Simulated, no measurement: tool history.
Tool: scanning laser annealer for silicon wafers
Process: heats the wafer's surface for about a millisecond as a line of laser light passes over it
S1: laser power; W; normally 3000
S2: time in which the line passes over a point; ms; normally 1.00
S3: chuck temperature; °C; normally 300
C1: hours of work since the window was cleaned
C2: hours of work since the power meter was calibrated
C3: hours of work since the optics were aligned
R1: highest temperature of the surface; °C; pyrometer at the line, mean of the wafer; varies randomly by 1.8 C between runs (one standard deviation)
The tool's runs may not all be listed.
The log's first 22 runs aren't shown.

| run | hour | S1 | S2 | S3 | C1 | C2 | C3 | R1 |
|---|---|---|---|---|---|---|---|---|
| 23 | 674.8 | 2815 | 0.99 | 300 | 906 | 864 | 1496 | 948 |
| 24 | 695.1 | 3274 | 1.24 | 274 | 922 | 880 | 1512 | 1129 |
|  | 704.5 | window over the wafer cleaned |
| 25 | 736.6 | 3064 | 0.74 | 274 | 25 | 911 | 1544 | 948 |
| 26 | 768.0 | 3064 | 0.74 | 274 | 50 | 936 | 1569 | 943 |
| 27 | 802.5 | 3000 | 1.04 | 264 | 78 | 963 | 1596 | 1023 |
| 28 | 831.1 | 3000 | 1.04 | 264 | 100 | 986 | 1619 | 1022 |
| 29 | 847.5 | 3000 | 0.95 | 264 | 113 | 999 | 1632 | 989 |
| 30 | 864.5 | 3000 | 0.95 | 264 | 127 | 1013 | 1645 | 992 |
| 31 | 903.5 | 3000 | 0.95 | 320 | 158 | 1043 | 1676 | 1042 |
| 32 | 940.6 | 3000 | 0.95 | 320 | 187 | 1073 | 1705 | 1040 |
| 33 | 977.3 | 3000 | 0.76 | 320 | 216 | 1102 | 1734 | 972 |
| 34 | 999.0 | 3000 | 0.76 | 320 | 233 | 1119 | 1752 | 972 |
|  | 1006.4 | optics aligned, line set to its width |
| 35 | 1023.9 | 3000 | 0.76 | 320 | 249 | 1135 | 14 | 994 |
| 36 | 1045.5 | 3000 | 0.76 | 320 | 266 | 1152 | 31 | 987 |
| 37 | 1062.1 | 3112 | 0.76 | 320 | 279 | 1165 | 44 | 1019 |
| 38 | 1094.3 | 3112 | 0.76 | 320 | 305 | 1191 | 70 | 1016 |
| 39 | 1111.3 | 2862 | 0.76 | 330 | 318 | 1204 | 83 | 962 |
| 40 | 1132.4 | 2933 | 0.91 | 294 | 335 | 1221 | 100 | 988 |
| 41 | 1168.8 | 3000 | 1.00 | 320 | 364 | 1250 | 129 | 1068 |

What if the next run were any one of these 4? Each begins from the tool's condition after run 41:
| A | 1193.5 | 3000 | 0.75 | 332 | 384 | 1269 | 148 | ? |
| B | 1193.5 | 3000 | 1.00 | 289 | 384 | 1269 | 148 | ? |
| C | 1193.5 | 3043 | 1.00 | 282 | 384 | 1269 | 148 | ? |
| D | 1193.5 | 2565 | 0.88 | 296 | 384 | 1269 | 148 | ? |

| run | R1 |
|---|---|
| A | 988 |
| B | 1034 |
| C | 1040 |
| D | 878 |
Had the tool no hidden state, the same runs would have come out as:
| run | R1 |
|---|---|
| A | 1016 |
| B | 1067 |
| C | 1073 |
| D | 903 |

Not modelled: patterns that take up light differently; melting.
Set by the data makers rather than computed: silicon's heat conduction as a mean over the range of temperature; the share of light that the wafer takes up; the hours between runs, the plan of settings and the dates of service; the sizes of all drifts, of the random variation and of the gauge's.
